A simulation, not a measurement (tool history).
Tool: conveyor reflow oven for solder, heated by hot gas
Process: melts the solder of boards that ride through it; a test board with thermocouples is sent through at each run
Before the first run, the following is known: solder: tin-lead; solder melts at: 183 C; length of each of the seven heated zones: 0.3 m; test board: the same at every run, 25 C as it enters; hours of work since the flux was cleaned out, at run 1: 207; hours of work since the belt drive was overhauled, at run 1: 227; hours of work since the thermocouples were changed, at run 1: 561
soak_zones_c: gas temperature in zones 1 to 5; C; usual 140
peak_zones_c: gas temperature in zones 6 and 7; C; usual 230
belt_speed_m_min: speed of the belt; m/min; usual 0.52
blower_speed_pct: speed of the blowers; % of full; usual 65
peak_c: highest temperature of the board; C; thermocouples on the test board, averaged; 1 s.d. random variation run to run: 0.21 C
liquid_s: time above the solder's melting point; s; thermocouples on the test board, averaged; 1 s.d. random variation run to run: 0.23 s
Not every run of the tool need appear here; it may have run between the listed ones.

| run | hour | soak_zones_c | peak_zones_c | belt_speed_m_min | blower_speed_pct | hours of work since the flux was cleaned out | hours of work since the belt drive was overhauled | hours of work since the thermocouples were changed | peak_c | liquid_s |
|---|---|---|---|---|---|---|---|---|---|---|
| 1 | 0 | 140 | 230 | 0.52 | 65 | 207 | 227 | 561 | 213.8 | 49.8 |
| 2 | 16.1 | 140 | 230 | 0.52 | 65 | 215 | 235 | 568 | 214 | 50.2 |
| 3 | 23.9 | 140 | 230 | 0.52 | 65 | 218 | 239 | 572 | 213.9 | 49.9 |
| 4 | 32.8 | 140 | 230 | 0.52 | 65 | 223 | 243 | 576 | 213.7 | 50.1 |
| 5 | 46.9 | 140 | 230 | 0.432 | 65 | 229 | 250 | 583 | 219.1 | 66.1 |
| 6 | 57.4 | 140 | 230 | 0.52 | 71 | 234 | 255 | 588 | 215.1 | 51.1 |
| 7 | 72.7 | 140 | 230 | 0.52 | 71 | 242 | 262 | 595 | 214.9 | 51 |
| 8 | 86.5 | 148 | 230 | 0.52 | 65 | 248 | 269 | 602 | 215.2 | 53.9 |
| 9 | 97.9 | 140 | 230 | 0.52 | 65 | 254 | 274 | 607 | 214.1 | 50.4 |
| 10 | 110 | 140 | 230 | 0.52 | 65 | 259 | 280 | 613 | 213.6 | 50 |
| 11 | 121.2 | 147 | 230 | 0.52 | 65 | 265 | 285 | 619 | 215.2 | 53.3 |
| 12 | 137.4 | 126 | 230 | 0.52 | 65 | 273 | 293 | 626 | 211.5 | 43.7 |
| 13 | 147 | 140 | 230 | 0.52 | 65 | 277 | 298 | 631 | 213.7 | 50 |
| 14 | 153.8 | 140 | 230 | 0.493 | 65 | 280 | 301 | 634 | 215.4 | 54.6 |
| 15 | 167.5 | 140 | 230 | 0.493 | 65 | 287 | 307 | 641 | 215.8 | 54.5 |
| 16 | 178.9 | 140 | 230 | 0.493 | 65 | 292 | 313 | 646 | 215.2 | 54.5 |
| 17 | 187.6 | 140 | 230 | 0.493 | 65 | 297 | 317 | 650 | 215.4 | 54.3 |
| 18 | 197.3 | 149 | 230 | 0.493 | 87 | 301 | 322 | 655 | 220.1 | 61.7 |
| 19 | 206.9 | 140 | 241 | 0.541 | 81 | 306 | 326 | 660 | 225.3 | 55 |
| 20 | 223.1 | 149 | 238 | 0.614 | 65 | 314 | 334 | 667 | 217 | 46.7 |
| 21 | 238.6 | 131 | 219 | 0.527 | 80 | 321 | 341 | 675 | 204.5 | 39.6 |
| 22 | 246.7 | 140 | 230 | 0.447 | 61 | 325 | 345 | 679 | 217.6 | 62.1 |
| 23 | 260.2 | 150 | 244 | 0.582 | 66 | 331 | 352 | 685 | 224.3 | 54 |
| 24 | 275.4 | 140 | 230 | 0.531 | 86 | 338 | 359 | 692 | 216.3 | 51.2 |
| 25 | 283.7 | 140 | 230 | 0.531 | 86 | 342 | 363 | 696 | 216 | 51.4 |
| 26 | 296.4 | 143 | 230 | 0.52 | 82 | 349 | 369 | 702 | 217 | 53.8 |
| 27 | 312.5 | 135 | 235 | 0.543 | 58 | 356 | 377 | 710 | 214.3 | 46.1 |
| 28 | 326.7 | 151 | 235 | 0.543 | 58 | 363 | 384 | 717 | 217.6 | 54.6 |
| 29 | 335.5 | 140 | 223 | 0.52 | 61 | 367 | 388 | 721 | 206.9 | 44.3 |
| 30 | 348.6 | 144 | 230 | 0.52 | 65 | 373 | 394 | 727 | 214.8 | 51.9 |
| 31 | 357.2 | 136 | 242 | 0.421 | 57 | 378 | 398 | 731 | 229.1 | 72.7 |

Below are 4 alternative next runs, each starting from the tool's condition after run 31. Predict each:
|  | 370.9 | flux residue cleaned out of gas plates and filters |
| A | 371.5 | 140 | 224 | 0.52 | 54 | 0 | 403 | 736 | ? | ? |
|  | 370.9 | flux residue cleaned out of gas plates and filters |
| B | 371.5 | 140 | 230 | 0.477 | 65 | 0 | 403 | 736 | ? | ? |
|  | 370.9 | flux residue cleaned out of gas plates and filters |
| C | 371.5 | 138 | 220 | 0.52 | 51 | 0 | 403 | 736 | ? | ? |
|  | 370.9 | flux residue cleaned out of gas plates and filters |
| D | 371.5 | 129 | 230 | 0.46 | 65 | 0 | 403 | 736 | ? | ? |

| run | peak_c | liquid_s |
|---|---|---|
| A | 206.7 | 43.3 |
| B | 216.4 | 57.6 |
| C | 202.3 | 37.9 |
| D | 215.7 | 55.5 |
With no hidden state in the tool, these same runs would have given:
| run | peak_c | liquid_s |
|---|---|---|
| A | 206.6 | 43.2 |
| B | 216.4 | 57.6 |
| C | 202.3 | 37.8 |
| D | 215.6 | 55.4 |
